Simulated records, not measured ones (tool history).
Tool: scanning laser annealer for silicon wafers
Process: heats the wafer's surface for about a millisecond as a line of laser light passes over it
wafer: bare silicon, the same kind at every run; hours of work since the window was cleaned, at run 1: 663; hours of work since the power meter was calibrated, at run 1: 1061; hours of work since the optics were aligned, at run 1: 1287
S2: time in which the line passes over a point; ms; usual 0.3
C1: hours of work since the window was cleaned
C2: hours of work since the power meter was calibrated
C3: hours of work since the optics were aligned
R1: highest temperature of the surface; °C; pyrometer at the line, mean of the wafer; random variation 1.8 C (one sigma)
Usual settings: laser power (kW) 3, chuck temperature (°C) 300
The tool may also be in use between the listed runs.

{"run": 1, "hour": 0.0, "laser power (kW)": 3, "S2": 0.3, "chuck temperature (°C)": 300, "C1": 663, "C2": 1061, "C3": 1287, "R1": 1028}
{"run": 2, "hour": 26.8, "laser power (kW)": 3, "S2": 0.3, "chuck temperature (°C)": 300, "C1": 675, "C2": 1073, "C3": 1299, "R1": 1025}
{"run": 3, "hour": 65.8, "laser power (kW)": 3, "S2": 0.3, "chuck temperature (°C)": 300, "C1": 692, "C2": 1091, "C3": 1317, "R1": 1021}
{"hour": 82.8, "done": "window over the wafer cleaned"}
{"run": 4, "hour": 123.4, "laser power (kW)": 3, "S2": 0.3, "chuck temperature (°C)": 286, "C1": 18, "C2": 1116, "C3": 1342, "R1": 986}
{"run": 5, "hour": 181.0, "laser power (kW)": 3, "S2": 0.3, "chuck temperature (°C)": 286, "C1": 44, "C2": 1141, "C3": 1368, "R1": 983}
{"run": 6, "hour": 234.1, "laser power (kW)": 3, "S2": 0.352, "chuck temperature (°C)": 300, "C1": 68, "C2": 1165, "C3": 1391, "R1": 1054}
{"run": 7, "hour": 279.5, "laser power (kW)": 3, "S2": 0.379, "chuck temperature (°C)": 300, "C1": 88, "C2": 1186, "C3": 1412, "R1": 1076}
{"run": 8, "hour": 310.2, "laser power (kW)": 3, "S2": 0.379, "chuck temperature (°C)": 300, "C1": 102, "C2": 1199, "C3": 1426, "R1": 1080}
{"hour": 359.1, "done": "window over the wafer cleaned, once more"}
{"run": 9, "hour": 359.1, "laser power (kW)": 3, "S2": 0.379, "chuck temperature (°C)": 300, "C1": 0, "C2": 1221, "C3": 1447, "R1": 1147}
{"run": 10, "hour": 412.1, "laser power (kW)": 3, "S2": 0.379, "chuck temperature (°C)": 300, "C1": 24, "C2": 1244, "C3": 1470, "R1": 1145}
{"run": 11, "hour": 462.2, "laser power (kW)": 3, "S2": 0.379, "chuck temperature (°C)": 300, "C1": 46, "C2": 1267, "C3": 1493, "R1": 1144}
{"run": 12, "hour": 501.4, "laser power (kW)": 3, "S2": 0.247, "chuck temperature (°C)": 309, "C1": 64, "C2": 1284, "C3": 1511, "R1": 997}
{"run": 13, "hour": 541.7, "laser power (kW)": 3.232, "S2": 0.247, "chuck temperature (°C)": 309, "C1": 82, "C2": 1303, "C3": 1529, "R1": 1041}
{"run": 14, "hour": 575.9, "laser power (kW)": 3.232, "S2": 0.247, "chuck temperature (°C)": 309, "C1": 97, "C2": 1318, "C3": 1544, "R1": 1038}
{"run": 15, "hour": 609.5, "laser power (kW)": 3.23, "S2": 0.274, "chuck temperature (°C)": 291, "C1": 112, "C2": 1333, "C3": 1559, "R1": 1061}
{"run": 16, "hour": 657.9, "laser power (kW)": 3, "S2": 0.3, "chuck temperature (°C)": 297, "C1": 134, "C2": 1355, "C3": 1581, "R1": 1047}
{"run": 17, "hour": 720.0, "laser power (kW)": 3.261, "S2": 0.3, "chuck temperature (°C)": 297, "C1": 162, "C2": 1383, "C3": 1609, "R1": 1106}
{"run": 18, "hour": 762.0, "laser power (kW)": 3, "S2": 0.221, "chuck temperature (°C)": 339, "C1": 181, "C2": 1402, "C3": 1628, "R1": 985}
{"run": 19, "hour": 823.8, "laser power (kW)": 3, "S2": 0.305, "chuck temperature (°C)": 280, "C1": 209, "C2": 1429, "C3": 1655, "R1": 1030}
{"run": 20, "hour": 870.7, "laser power (kW)": 3, "S2": 0.305, "chuck temperature (°C)": 280, "C1": 230, "C2": 1450, "C3": 1677, "R1": 1030}
{"run": 21, "hour": 902.6, "laser power (kW)": 3, "S2": 0.305, "chuck temperature (°C)": 280, "C1": 244, "C2": 1465, "C3": 1691, "R1": 1030}
{"run": 22, "hour": 952.2, "laser power (kW)": 2.775, "S2": 0.281, "chuck temperature (°C)": 317, "C1": 266, "C2": 1487, "C3": 1713, "R1": 989}

Measured less the same run without the tool's hidden state. The same run-to-run variation is in both; the gauge's scatter may not be:
The hidden state here: light that passes the window, % of a clean one's; laser's true power over the reading, %; width of the line over the set one, %; drift of the gauge itself on peak_c, C.
run=1 R1=-45
run=2 R1=-45
run=3 R1=-47
run=4 R1=-69
run=5 R1=-71
run=6 R1=-78
run=7 R1=-81
run=8 R1=-83
run=9 R1=-13
run=10 R1=-14
run=11 R1=-16
run=12 R1=-14
run=13 R1=-16
run=14 R1=-16
run=15 R1=-19
run=16 R1=-20
run=17 R1=-22
run=18 R1=-18
run=19 R1=-23
run=20 R1=-24
run=21 R1=-25
run=22 R1=-23
